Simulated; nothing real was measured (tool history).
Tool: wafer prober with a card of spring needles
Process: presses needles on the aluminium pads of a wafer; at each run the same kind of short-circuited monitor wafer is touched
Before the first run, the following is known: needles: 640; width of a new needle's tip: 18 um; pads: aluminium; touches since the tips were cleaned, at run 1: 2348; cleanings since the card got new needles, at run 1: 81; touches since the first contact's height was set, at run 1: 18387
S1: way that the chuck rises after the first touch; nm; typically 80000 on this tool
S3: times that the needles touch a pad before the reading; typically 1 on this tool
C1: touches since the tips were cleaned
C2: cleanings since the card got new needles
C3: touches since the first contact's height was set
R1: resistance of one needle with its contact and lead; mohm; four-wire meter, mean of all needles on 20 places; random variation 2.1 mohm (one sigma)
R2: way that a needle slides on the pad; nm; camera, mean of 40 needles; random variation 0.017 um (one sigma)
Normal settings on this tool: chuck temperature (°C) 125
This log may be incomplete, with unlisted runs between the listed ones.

{"run": 1, "hour": 0.0, "S1": 80000, "chuck temperature (°C)": 125, "S3": 1, "C1": 2348, "C2": 81, "C3": 18387, "R1": 271, "R2": 16240}
{"hour": 16.6, "done": "tips cleaned on abrasive film"}
{"hour": 42.1, "done": "tips cleaned on abrasive film"}
{"hour": 67.0, "done": "tips cleaned on abrasive film"}
{"run": 2, "hour": 68.7, "S1": 80000, "chuck temperature (°C)": 125, "S3": 1, "C1": 511, "C2": 84, "C3": 38399, "R1": 248, "R2": 16220}
{"hour": 89.6, "done": "tips cleaned on abrasive film"}
{"hour": 116.6, "done": "tips cleaned on abrasive film"}
{"hour": 143.0, "done": "tips cleaned on abrasive film"}
{"run": 3, "hour": 146.9, "S1": 80000, "chuck temperature (°C)": 125, "S3": 1, "C1": 1128, "C2": 87, "C3": 61164, "R1": 259, "R2": 16160}
{"hour": 167.9, "done": "tips cleaned on abrasive film"}
{"hour": 191.8, "done": "tips cleaned on abrasive film"}
{"hour": 217.7, "done": "tips cleaned on abrasive film"}
{"run": 4, "hour": 220.2, "S1": 80000, "chuck temperature (°C)": 125, "S3": 1, "C1": 732, "C2": 90, "C3": 82497, "R1": 254, "R2": 16130}
{"hour": 240.2, "done": "tips cleaned on abrasive film"}
{"hour": 265.4, "done": "tips cleaned on abrasive film"}
{"run": 5, "hour": 267.3, "S1": 63000, "chuck temperature (°C)": 125, "S3": 1, "C1": 565, "C2": 92, "C3": 96221, "R1": 261, "R2": 12660}
{"hour": 289.2, "done": "tips cleaned on abrasive film"}
{"hour": 313.8, "done": "tips cleaned on abrasive film"}
{"hour": 337.9, "done": "tips cleaned on abrasive film"}
{"run": 6, "hour": 337.9, "S1": 80000, "chuck temperature (°C)": 81, "S3": 1, "C1": 0, "C2": 95, "C3": 116782, "R1": 233, "R2": 16050}
{"hour": 365.1, "done": "tips cleaned on abrasive film"}
{"hour": 391.6, "done": "tips cleaned on abrasive film"}
{"run": 7, "hour": 413.4, "S1": 80000, "chuck temperature (°C)": 81, "S3": 1, "C1": 6381, "C2": 97, "C3": 138789, "R1": 310, "R2": 16020}
{"hour": 419.0, "done": "tips cleaned on abrasive film"}
{"hour": 443.3, "done": "tips cleaned on abrasive film"}
{"run": 8, "hour": 461.4, "S1": 80000, "chuck temperature (°C)": 125, "S3": 3, "C1": 5277, "C2": 99, "C3": 152760, "R1": 265, "R2": 15980}
{"hour": 466.0, "done": "tips cleaned on abrasive film"}
{"hour": 489.3, "done": "tips cleaned on abrasive film"}
{"run": 9, "hour": 507.9, "S1": 80000, "chuck temperature (°C)": 125, "S3": 3, "C1": 5451, "C2": 101, "C3": 166306, "R1": 261, "R2": 15970}
{"hour": 513.5, "done": "tips cleaned on abrasive film"}
{"hour": 539.9, "done": "tips cleaned on abrasive film"}
{"hour": 562.8, "done": "tips cleaned on abrasive film"}
{"hour": 586.5, "done": "tips cleaned on abrasive film"}
{"hour": 591.6, "done": "height of the first contact set anew"}
{"run": 10, "hour": 591.6, "S1": 80000, "chuck temperature (°C)": 125, "S3": 2, "C1": 1390, "C2": 105, "C3": 0, "R1": 252, "R2": 16280}
{"hour": 613.6, "done": "tips cleaned on abrasive film"}
{"hour": 638.5, "done": "tips cleaned on abrasive film"}
{"run": 11, "hour": 648.1, "S1": 80000, "chuck temperature (°C)": 125, "S3": 2, "C1": 2813, "C2": 107, "C3": 16486, "R1": 264, "R2": 16220}
{"hour": 663.0, "done": "tips cleaned on abrasive film"}
{"hour": 689.1, "done": "tips cleaned on abrasive film"}
{"hour": 711.2, "done": "tips cleaned on abrasive film"}
{"run": 12, "hour": 711.2, "S1": 80000, "chuck temperature (°C)": 125, "S3": 1, "C1": 0, "C2": 110, "C3": 34833, "R1": 240, "R2": 16210}
{"hour": 737.2, "done": "tips cleaned on abrasive film"}
{"hour": 764.2, "done": "tips cleaned on abrasive film"}
{"run": 13, "hour": 780.6, "S1": 80000, "chuck temperature (°C)": 125, "S3": 1, "C1": 4805, "C2": 112, "C3": 55074, "R1": 303, "R2": 16170}
{"hour": 791.7, "done": "tips cleaned on abrasive film"}
{"hour": 817.3, "done": "tips cleaned on abrasive film"}
{"hour": 839.3, "done": "tips cleaned on abrasive film"}
{"run": 14, "hour": 841.7, "S1": 80000, "chuck temperature (°C)": 96, "S3": 1, "C1": 690, "C2": 115, "C3": 72846, "R1": 248, "R2": 16140}
{"hour": 861.4, "done": "tips cleaned on abrasive film"}
{"hour": 887.0, "done": "tips cleaned on abrasive film"}
{"hour": 910.1, "done": "tips cleaned on abrasive film"}
{"run": 15, "hour": 921.2, "S1": 83000, "chuck temperature (°C)": 125, "S3": 1, "C1": 3246, "C2": 118, "C3": 95991, "R1": 282, "R2": 16700}
{"hour": 936.4, "done": "tips cleaned on abrasive film"}
{"hour": 961.4, "done": "tips cleaned on abrasive film"}
{"run": 16, "hour": 975.7, "S1": 79000, "chuck temperature (°C)": 125, "S3": 2, "C1": 4203, "C2": 120, "C3": 111895, "R1": 277, "R2": 15920}
{"hour": 986.8, "done": "tips cleaned on abrasive film"}
{"hour": 1012.2, "done": "tips cleaned on abrasive film"}
{"hour": 1034.4, "done": "tips cleaned on abrasive film"}
{"run": 17, "hour": 1034.4, "S1": 78000, "chuck temperature (°C)": 68, "S3": 1, "C1": 0, "C2": 123, "C3": 128952, "R1": 237, "R2": 15620}
{"hour": 1059.1, "done": "tips cleaned on abrasive film"}
{"hour": 1085.3, "done": "tips cleaned on abrasive film"}
{"run": 18, "hour": 1086.2, "S1": 63000, "chuck temperature (°C)": 125, "S3": 1, "C1": 264, "C2": 125, "C3": 144039, "R1": 264, "R2": 12550}
{"hour": 1111.8, "done": "tips cleaned on abrasive film"}
{"run": 19, "hour": 1132.5, "S1": 72000, "chuck temperature (°C)": 116, "S3": 1, "C1": 6039, "C2": 126, "C3": 157542, "R1": 327, "R2": 14370}
{"hour": 1136.1, "done": "tips cleaned on abrasive film"}
{"hour": 1162.9, "done": "tips cleaned on abrasive film"}
{"hour": 1188.7, "done": "tips cleaned on abrasive film"}
{"run": 20, "hour": 1189.0, "S1": 80000, "chuck temperature (°C)": 68, "S3": 1, "C1": 102, "C2": 129, "C3": 173988, "R1": 226, "R2": 15970}
{"hour": 1212.2, "done": "tips cleaned on abrasive film"}
{"hour": 1239.0, "done": "tips cleaned on abrasive film"}
{"hour": 1244.3, "done": "height of the first contact set anew"}
{"run": 21, "hour": 1251.6, "S1": 68000, "chuck temperature (°C)": 68, "S3": 2, "C1": 3615, "C2": 131, "C3": 2125, "R1": 275, "R2": 13830}
{"hour": 1262.2, "done": "tips cleaned on abrasive film"}
{"hour": 1287.4, "done": "tips cleaned on abrasive film"}
{"hour": 1311.3, "done": "tips cleaned on abrasive film"}
{"run": 22, "hour": 1329.6, "S1": 85000, "chuck temperature (°C)": 61, "S3": 2, "C1": 5355, "C2": 134, "C3": 24841, "R1": 264, "R2": 17300}
{"hour": 1335.2, "done": "tips cleaned on abrasive film"}
{"hour": 1360.9, "done": "tips cleaned on abrasive film"}
{"run": 23, "hour": 1375.2, "S1": 85000, "chuck temperature (°C)": 61, "S3": 2, "C1": 4175, "C2": 136, "C3": 38107, "R1": 258, "R2": 17220}
{"hour": 1384.7, "done": "tips cleaned on abrasive film"}
{"hour": 1409.8, "done": "tips cleaned on abrasive film"}
{"hour": 1431.9, "done": "tips cleaned on abrasive film"}
{"hour": 1457.1, "done": "tips cleaned on abrasive film"}
{"run": 24, "hour": 1457.1, "S1": 61000, "chuck temperature (°C)": 54, "S3": 2, "C1": 0, "C2": 140, "C3": 61931, "R1": 231, "R2": 12310}
{"hour": 1483.1, "done": "tips cleaned on abrasive film"}
{"hour": 1509.3, "done": "tips cleaned on abrasive film"}
{"hour": 1532.2, "done": "tips cleaned on abrasive film"}
{"run": 25, "hour": 1538.1, "S1": 88000, "chuck temperature (°C)": 64, "S3": 2, "C1": 1732, "C2": 143, "C3": 85531, "R1": 242, "R2": 17750}
{"hour": 1559.0, "done": "tips cleaned on abrasive film"}
{"hour": 1584.8, "done": "tips cleaned on abrasive film"}
{"hour": 1607.4, "done": "tips cleaned on abrasive film"}
{"run": 26, "hour": 1607.4, "S1": 83000, "chuck temperature (°C)": 92, "S3": 1, "C1": 0, "C2": 146, "C3": 105726, "R1": 235, "R2": 16660}
{"hour": 1631.7, "done": "tips cleaned on abrasive film"}
{"run": 27, "hour": 1642.8, "S1": 97000, "chuck temperature (°C)": 37, "S3": 1, "C1": 3252, "C2": 147, "C3": 116039, "R1": 258, "R2": 19490}

Hidden condition of the tool, last listed run before each entry between runs versus first listed run after:
From run 1 to run 2: tips cleaned on abrasive film (hour 16.6); tips cleaned on abrasive film (hour 42.1); tips cleaned on abrasive film (hour 67)
  debris on the tips, nm: 77.5 -> 25.7; way that the needles fall short of the set height, um: 0.19 -> 0.35; tips' diameter, um: 19.81 -> 19.87
  measured result minus the result with no hidden state, R1: +39 -> +15 mohm; R2: -40 -> -80 nm
From run 2 to run 3: tips cleaned on abrasive film (hour 89.6); tips cleaned on abrasive film (hour 116.6); tips cleaned on abrasive film (hour 143)
  debris on the tips, nm: 25.7 -> 45.3; way that the needles fall short of the set height, um: 0.35 -> 0.52; tips' diameter, um: 19.87 -> 19.93
  measured result minus the result with no hidden state, R1: +15 -> +24 mohm; R2: -80 -> -110 nm
From run 3 to run 4: tips cleaned on abrasive film (hour 167.9); tips cleaned on abrasive film (hour 191.8); tips cleaned on abrasive film (hour 217.7)
  debris on the tips, nm: 45.3 -> 36.9; way that the needles fall short of the set height, um: 0.52 -> 0.73; tips' diameter, um: 19.93 -> 20
  measured result minus the result with no hidden state, R1: +24 -> +21 mohm; R2: -110 -> -140 nm
From run 4 to run 5: tips cleaned on abrasive film (hour 240.2); tips cleaned on abrasive film (hour 265.4)
  debris on the tips, nm: 36.9 -> 26.1; way that the needles fall short of the set height, um: 0.73 -> 0.87; tips' diameter, um: 20 -> 20.05
  measured result minus the result with no hidden state, R1: +21 -> +23 mohm; R2: -140 -> -180 nm
From run 5 to run 6: tips cleaned on abrasive film (hour 289.2); tips cleaned on abrasive film (hour 313.8); tips cleaned on abrasive film (hour 337.9)
  debris on the tips, nm: 26.1 -> 14; way that the needles fall short of the set height, um: 0.87 -> 1.11; tips' diameter, um: 20.05 -> 20.13
  measured result minus the result with no hidden state, R1: +23 -> +9 mohm; R2: -180 -> -220 nm
From run 6 to run 7: tips cleaned on abrasive film (hour 365.1); tips cleaned on abrasive film (hour 391.6)
  debris on the tips, nm: 14 -> 153.6; way that the needles fall short of the set height, um: 1.11 -> 1.21; tips' diameter, um: 20.13 -> 20.17
  measured result minus the result with no hidden state, R1: +9 -> +86 mohm; R2: -220 -> -250 nm
From run 7 to run 8: tips cleaned on abrasive film (hour 419); tips cleaned on abrasive film (hour 443.3)
  debris on the tips, nm: 153.6 -> 125.8; way that the needles fall short of the set height, um: 1.21 -> 1.33; tips' diameter, um: 20.17 -> 20.21
  measured result minus the result with no hidden state, R1: +86 -> +26 mohm; R2: -250 -> -270 nm
From run 8 to run 9: tips cleaned on abrasive film (hour 466); tips cleaned on abrasive film (hour 489.3)
  debris on the tips, nm: 125.8 -> 137; way that the needles fall short of the set height, um: 1.33 -> 1.47; tips' diameter, um: 20.21 -> 20.26
  measured result minus the result with no hidden state, R1: +26 -> +28 mohm; R2: -270 -> -300 nm
From run 9 to run 10: tips cleaned on abrasive film (hour 513.5); tips cleaned on abrasive film (hour 539.9); tips cleaned on abrasive film (hour 562.8); tips cleaned on abrasive film (hour 586.5); height of the first contact set anew (hour 591.6)
  debris on the tips, nm: 137 -> 59.4; way that the needles fall short of the set height, um: 1.47 -> 0; tips' diameter, um: 20.26 -> 20.34
  measured result minus the result with no hidden state, R1: +28 -> +20 mohm; R2: -300 -> +0 nm
From run 10 to run 11: tips cleaned on abrasive film (hour 613.6); tips cleaned on abrasive film (hour 638.5)
  debris on the tips, nm: 59.4 -> 89.7; way that the needles fall short of the set height, um: 0 -> 0.12; tips' diameter, um: 20.34 -> 20.38
  measured result minus the result with no hidden state, R1: +20 -> +30 mohm; R2: +0 -> -30 nm
From run 11 to run 12: tips cleaned on abrasive film (hour 663); tips cleaned on abrasive film (hour 689.1); tips cleaned on abrasive film (hour 711.2)
  debris on the tips, nm: 89.7 -> 6.1; way that the needles fall short of the set height, um: 0.12 -> 0.34; tips' diameter, um: 20.38 -> 20.46
  measured result minus the result with no hidden state, R1: +30 -> +5 mohm; R2: -30 -> -70 nm
From run 12 to run 13: tips cleaned on abrasive film (hour 737.2); tips cleaned on abrasive film (hour 764.2)
  debris on the tips, nm: 6.1 -> 126.8; way that the needles fall short of the set height, um: 0.34 -> 0.47; tips' diameter, um: 20.46 -> 20.5
  measured result minus the result with no hidden state, R1: +5 -> +68 mohm; R2: -70 -> -90 nm
From run 13 to run 14: tips cleaned on abrasive film (hour 791.7); tips cleaned on abrasive film (hour 817.3); tips cleaned on abrasive film (hour 839.3)
  debris on the tips, nm: 126.8 -> 34.6; way that the needles fall short of the set height, um: 0.47 -> 0.66; tips' diameter, um: 20.5 -> 20.57
  measured result minus the result with no hidden state, R1: +68 -> +21 mohm; R2: -90 -> -130 nm
From run 14 to run 15: tips cleaned on abrasive film (hour 861.4); tips cleaned on abrasive film (hour 887); tips cleaned on abrasive film (hour 910.1)
  debris on the tips, nm: 34.6 -> 101.8; way that the needles fall short of the set height, um: 0.66 -> 0.81; tips' diameter, um: 20.57 -> 20.62
  measured result minus the result with no hidden state, R1: +21 -> +52 mohm; R2: -130 -> -160 nm
From run 15 to run 16: tips cleaned on abrasive film (hour 936.4); tips cleaned on abrasive film (hour 961.4)
  debris on the tips, nm: 101.8 -> 108.4; way that the needles fall short of the set height, um: 0.81 -> 0.96; tips' diameter, um: 20.62 -> 20.67
  measured result minus the result with no hidden state, R1: +52 -> +39 mohm; R2: -160 -> -190 nm
From run 16 to run 17: tips cleaned on abrasive film (hour 986.8); tips cleaned on abrasive film (hour 1012.2); tips cleaned on abrasive film (hour 1034.4)
  debris on the tips, nm: 108.4 -> 16.4; way that the needles fall short of the set height, um: 0.96 -> 1.14; tips' diameter, um: 20.67 -> 20.74
  measured result minus the result with no hidden state, R1: +39 -> +13 mohm; R2: -190 -> -230 nm
From run 17 to run 18: tips cleaned on abrasive film (hour 1059.1); tips cleaned on abrasive film (hour 1085.3)
  debris on the tips, nm: 16.4 -> 25.3; way that the needles fall short of the set height, um: 1.14 -> 1.27; tips' diameter, um: 20.74 -> 20.78
  measured result minus the result with no hidden state, R1: +13 -> +25 mohm; R2: -230 -> -250 nm
From run 18 to run 19: tips cleaned on abrasive film (hour 1111.8)
  debris on the tips, nm: 25.3 -> 132.8; way that the needles fall short of the set height, um: 1.27 -> 1.33; tips' diameter, um: 20.78 -> 20.8
  measured result minus the result with no hidden state, R1: +25 -> +93 mohm; R2: -250 -> -270 nm
From run 19 to run 20: tips cleaned on abrasive film (hour 1136.1); tips cleaned on abrasive film (hour 1162.9); tips cleaned on abrasive film (hour 1188.7)
  debris on the tips, nm: 132.8 -> 10.4; way that the needles fall short of the set height, um: 1.33 -> 1.52; tips' diameter, um: 20.8 -> 20.87
  measured result minus the result with no hidden state, R1: +93 -> +8 mohm; R2: -270 -> -310 nm
From run 20 to run 21: tips cleaned on abrasive film (hour 1212.2); tips cleaned on abrasive film (hour 1239); height of the first contact set anew (hour 1244.3)
  debris on the tips, nm: 10.4 -> 107.7; way that the needles fall short of the set height, um: 1.52 -> 0; tips' diameter, um: 20.87 -> 20.92
  measured result minus the result with no hidden state, R1: +8 -> +53 mohm; R2: -310 -> +0 nm
From run 21 to run 22: tips cleaned on abrasive film (hour 1262.2); tips cleaned on abrasive film (hour 1287.4); tips cleaned on abrasive film (hour 1311.3)
  debris on the tips, nm: 107.7 -> 134.6; way that the needles fall short of the set height, um: 0 -> 0.2; tips' diameter, um: 20.92 -> 20.99
  measured result minus the result with no hidden state, R1: +53 -> +46 mohm; R2: +0 -> -40 nm
From run 22 to run 23: tips cleaned on abrasive film (hour 1335.2); tips cleaned on abrasive film (hour 1360.9)
  debris on the tips, nm: 134.6 -> 117.3; way that the needles fall short of the set height, um: 0.2 -> 0.31; tips' diameter, um: 20.99 -> 21.03
  measured result minus the result with no hidden state, R1: +46 -> +40 mohm; R2: -40 -> -70 nm
From run 23 to run 24: tips cleaned on abrasive film (hour 1384.7); tips cleaned on abrasive film (hour 1409.8); tips cleaned on abrasive film (hour 1431.9); tips cleaned on abrasive film (hour 1457.1)
  debris on the tips, nm: 117.3 -> 9.3; way that the needles fall short of the set height, um: 0.31 -> 0.57; tips' diameter, um: 21.03 -> 21.12
  measured result minus the result with no hidden state, R1: +40 -> +9 mohm; R2: -70 -> -120 nm
From run 24 to run 25: tips cleaned on abrasive film (hour 1483.1); tips cleaned on abrasive film (hour 1509.3); tips cleaned on abrasive film (hour 1532.2)
  debris on the tips, nm: 9.3 -> 67.3; way that the needles fall short of the set height, um: 0.57 -> 0.78; tips' diameter, um: 21.12 -> 21.2
  measured result minus the result with no hidden state, R1: +9 -> +23 mohm; R2: -120 -> -160 nm
From run 25 to run 26: tips cleaned on abrasive film (hour 1559); tips cleaned on abrasive film (hour 1584.8); tips cleaned on abrasive film (hour 1607.4)
  debris on the tips, nm: 67.3 -> 11.7; way that the needles fall short of the set height, um: 0.78 -> 1; tips' diameter, um: 21.2 -> 21.27
  measured result minus the result with no hidden state, R1: +23 -> +9 mohm; R2: -160 -> -200 nm
From run 26 to run 27: tips cleaned on abrasive film (hour 1631.7)
  debris on the tips, nm: 11.7 -> 106.8; way that the needles fall short of the set height, um: 1 -> 1.05; tips' diameter, um: 21.27 -> 21.29
  measured result minus the result with no hidden state, R1: +9 -> +50 mohm; R2: -200 -> -220 nm

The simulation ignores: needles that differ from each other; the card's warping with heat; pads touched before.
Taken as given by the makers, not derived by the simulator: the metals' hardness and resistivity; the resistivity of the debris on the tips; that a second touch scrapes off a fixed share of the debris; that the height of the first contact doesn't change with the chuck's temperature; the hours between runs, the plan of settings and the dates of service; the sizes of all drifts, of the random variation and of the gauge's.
